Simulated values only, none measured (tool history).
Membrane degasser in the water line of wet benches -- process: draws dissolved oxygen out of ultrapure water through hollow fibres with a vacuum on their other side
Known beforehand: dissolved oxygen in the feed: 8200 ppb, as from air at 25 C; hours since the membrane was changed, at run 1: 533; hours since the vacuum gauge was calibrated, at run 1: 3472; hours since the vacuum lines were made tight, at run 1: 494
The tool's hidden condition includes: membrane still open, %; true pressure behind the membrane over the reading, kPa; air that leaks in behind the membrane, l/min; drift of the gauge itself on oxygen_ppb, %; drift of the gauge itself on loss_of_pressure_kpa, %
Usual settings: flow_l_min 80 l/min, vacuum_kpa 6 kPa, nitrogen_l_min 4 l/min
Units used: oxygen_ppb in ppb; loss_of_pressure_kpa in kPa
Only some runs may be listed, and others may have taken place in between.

run	hour	flow_l_min	vacuum_kpa	nitrogen_l_min	hours since the membrane was changed	hours since the vacuum gauge was calibrated	hours since the vacuum lines were made tight	oxygen_ppb	loss_of_pressure_kpa
1	0	80	6	4	533	3472	494	136.6	46.36
2	61.9	80	6	4	595	3534	556	139.4	46.47
3	158.9	91	6	4	692	3631	653	156.2	52.99
4	244.6	91	6	4	778	3716	739	157.5	53.23
5	365.8	91	6	4	899	3837	860	156.5	53.32
6	424.5	91	6	4	958	3896	918	159.5	53.24
7	519.5	91	6	3.44	1053	3991	1013	180.5	53.44
8	638.8	91	6	3.44	1172	4110	1133	176.7	53.55
9	736	91	6	3.44	1269	4208	1230	178.5	53.09
10	788.5	91	6	3.44	1322	4260	1282	184.1	53.21
11	856.1	80	11.64	4	1389	4328	1350	380.4	46.93
12	947.5	80	11.64	4	1481	4419	1441	378.1	46.84
13	1026.9	80	11.64	4	1560	4499	1521	378.9	47.32
14	1081.4	80	11.64	4	1615	4553	1575	377.2	46.86
15	1147.9	80	11.64	4	1681	4620	1642	386.7	47.14
16	1206.7	80	11.64	4	1740	4678	1701	379.2	47.25
17	1311.6	105	10.29	3.79	1845	4783	1806	432.3	61.71
18	1367.1	80	5.17	3.92	1901	4839	1861	105.9	47.41
19	1418.1	57	6.32	10.77	1952	4890	1912	45.4	33.62
20	1475.2	57	7.69	7.66	2009	4947	1969	86.3	33.54
21	1564.9	121	7.69	7.66	2098	5037	2059	197.4	71.35
22	1670	50	6	11.92	2203	5142	2164	32.1	29.53
23	1778.7	80	7.26	9.03	2312	5250	2273	96.2	47.33
24	1853.5	80	7.26	9.03	2387	5325	2347	99.3	47.05
# hour 1882.2: vacuum gauge calibrated
25	1944.4	80	7.73	3.79	2477	62	2438	215.2	47.45
26	2037.9	87	6	4	2571	156	2531	144.6	51.54
27	2111.7	87	6	4	2645	229	2605	145.7	51.69
28	2177.8	54	9.86	5.65	2711	296	2671	149.7	31.76
29	2252.2	54	9.86	5.65	2785	370	2746	150.8	32.11
30	2355	54	9.86	5.65	2888	473	2848	151.1	32.22
31	2414.5	54	9.86	5.65	2947	532	2908	151.6	31.94

Predict each of these 3 candidate next runs independently; none follows another, all start after run 31:
A	2476.3	62	4.67	7.9	3009	594	2970	?	?
B	2476.3	87	4.71	2.34	3009	594	2970	?	?
C	2476.3	84	5.14	5.65	3009	594	2970	?	?

run	oxygen_ppb	loss_of_pressure_kpa
A	31.5	36.8
B	122.9	51.37
C	78.1	49.73
Without the tool's hidden state the same runs would have given:
run	oxygen_ppb	loss_of_pressure_kpa
A	30.7	35.99
B	120.9	50.24
C	76.2	48.64
